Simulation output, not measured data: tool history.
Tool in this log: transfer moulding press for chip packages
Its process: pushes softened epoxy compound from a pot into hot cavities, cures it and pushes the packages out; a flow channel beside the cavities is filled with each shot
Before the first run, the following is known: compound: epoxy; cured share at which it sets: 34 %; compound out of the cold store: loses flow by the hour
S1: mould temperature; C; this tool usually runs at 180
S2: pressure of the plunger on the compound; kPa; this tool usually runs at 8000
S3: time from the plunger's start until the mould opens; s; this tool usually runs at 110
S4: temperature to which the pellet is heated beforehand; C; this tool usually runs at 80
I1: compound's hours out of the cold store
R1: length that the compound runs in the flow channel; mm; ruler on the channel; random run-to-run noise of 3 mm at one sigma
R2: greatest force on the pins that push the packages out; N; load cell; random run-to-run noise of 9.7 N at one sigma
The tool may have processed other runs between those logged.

{"run": 1, "hour": 0.0, "S1": 180, "S2": 8000, "S3": 110, "S4": 80, "I1": 47.5, "R1": 916, "R2": 734}
{"hour": 43.7, "done": "cavities cleaned with cleaning compound and waxed"}
{"run": 2, "hour": 66.6, "S1": 180, "S2": 8000, "S3": 121, "S4": 80, "I1": 46.5, "R1": 916, "R2": 485}
{"run": 3, "hour": 141.5, "S1": 180, "S2": 8000, "S3": 110, "S4": 85, "I1": 12.2, "R1": 1003, "R2": 769}
{"hour": 169.3, "done": "cavities cleaned with cleaning compound and waxed"}
{"hour": 201.3, "done": "mould's thermocouples calibrated"}
{"run": 4, "hour": 210.6, "S1": 180, "S2": 8000, "S3": 110, "S4": 85, "I1": 40.5, "R1": 923, "R2": 655}
{"run": 5, "hour": 276.8, "S1": 180, "S2": 8730, "S3": 110, "S4": 80, "I1": 44.4, "R1": 951, "R2": 785}
{"hour": 294.8, "done": "cavities cleaned with cleaning compound and waxed"}
{"hour": 327.3, "done": "plunger's sealing rings changed"}
{"run": 6, "hour": 356.3, "S1": 180, "S2": 8000, "S3": 110, "S4": 88, "I1": 46.8, "R1": 921, "R2": 700}
{"hour": 420.6, "done": "cavities cleaned with cleaning compound and waxed"}
{"run": 7, "hour": 443.5, "S1": 180, "S2": 8000, "S3": 110, "S4": 88, "I1": 27.7, "R1": 967, "R2": 601}
{"run": 8, "hour": 483.7, "S1": 180, "S2": 8000, "S3": 110, "S4": 80, "I1": 10.4, "R1": 1015, "R2": 737}
{"run": 9, "hour": 533.6, "S1": 180, "S2": 8000, "S3": 110, "S4": 80, "I1": 42.3, "R1": 919, "R2": 770}
{"hour": 542.4, "done": "cavities cleaned with cleaning compound and waxed"}
{"run": 10, "hour": 595.1, "S1": 180, "S2": 9260, "S3": 110, "S4": 80, "I1": 28, "R1": 1029, "R2": 668}
{"hour": 663.1, "done": "cavities cleaned with cleaning compound and waxed"}
{"hour": 677.4, "done": "plunger's sealing rings changed"}
{"run": 11, "hour": 680.4, "S1": 180, "S2": 9260, "S3": 110, "S4": 80, "I1": 15.7, "R1": 1088, "R2": 546}
{"run": 12, "hour": 748.4, "S1": 180, "S2": 8000, "S3": 114, "S4": 80, "I1": 43, "R1": 929, "R2": 709}
{"hour": 790.1, "done": "cavities cleaned with cleaning compound and waxed"}
{"run": 13, "hour": 806.8, "S1": 180, "S2": 8000, "S3": 110, "S4": 80, "I1": 30.6, "R1": 962, "R2": 545}
{"run": 14, "hour": 886.3, "S1": 180, "S2": 8000, "S3": 101, "S4": 80, "I1": 18.8, "R1": 981, "R2": 928}
{"hour": 911.0, "done": "cavities cleaned with cleaning compound and waxed"}
{"run": 15, "hour": 943.2, "S1": 180, "S2": 8000, "S3": 101, "S4": 80, "I1": 34.5, "R1": 939, "R2": 720}
{"run": 16, "hour": 1014.0, "S1": 181, "S2": 9430, "S3": 145, "S4": 78, "I1": 13.4, "R1": 1070, "R2": 640}
{"hour": 1021.0, "done": "plunger's sealing rings changed"}
{"hour": 1035.3, "done": "cavities cleaned with cleaning compound and waxed"}
{"run": 17, "hour": 1098.8, "S1": 181, "S2": 8450, "S3": 145, "S4": 83, "I1": 22, "R1": 1006, "R2": 554}
{"hour": 1157.0, "done": "cavities cleaned with cleaning compound and waxed"}
{"run": 18, "hour": 1171.5, "S1": 181, "S2": 8450, "S3": 145, "S4": 83, "I1": 20.7, "R1": 1009, "R2": 418}
{"run": 19, "hour": 1245.2, "S1": 181, "S2": 8450, "S3": 146, "S4": 83, "I1": 25.8, "R1": 983, "R2": 621}
{"hour": 1283.0, "done": "cavities cleaned with cleaning compound and waxed"}
{"run": 20, "hour": 1311.5, "S1": 176, "S2": 7610, "S3": 97, "S4": 80, "I1": 33.5, "R1": 929, "R2": 1006}

Run 21 comes next. What will it give?
{"hour": 1353.1, "done": "mould's thermocouples calibrated"}
{"hour": 1367.9, "done": "plunger's sealing rings changed"}
{"run": 21, "hour": 1375.1, "S1": 183, "S2": 7610, "S3": 97, "S4": 80, "I1": 17.3, "R1": "?", "R2": "?"}

R1: 963 mm
R2: 834 N
With the hidden condition absent and the run-to-run variation left alone, this run would have shown R1 968 mm, R2 480 N.

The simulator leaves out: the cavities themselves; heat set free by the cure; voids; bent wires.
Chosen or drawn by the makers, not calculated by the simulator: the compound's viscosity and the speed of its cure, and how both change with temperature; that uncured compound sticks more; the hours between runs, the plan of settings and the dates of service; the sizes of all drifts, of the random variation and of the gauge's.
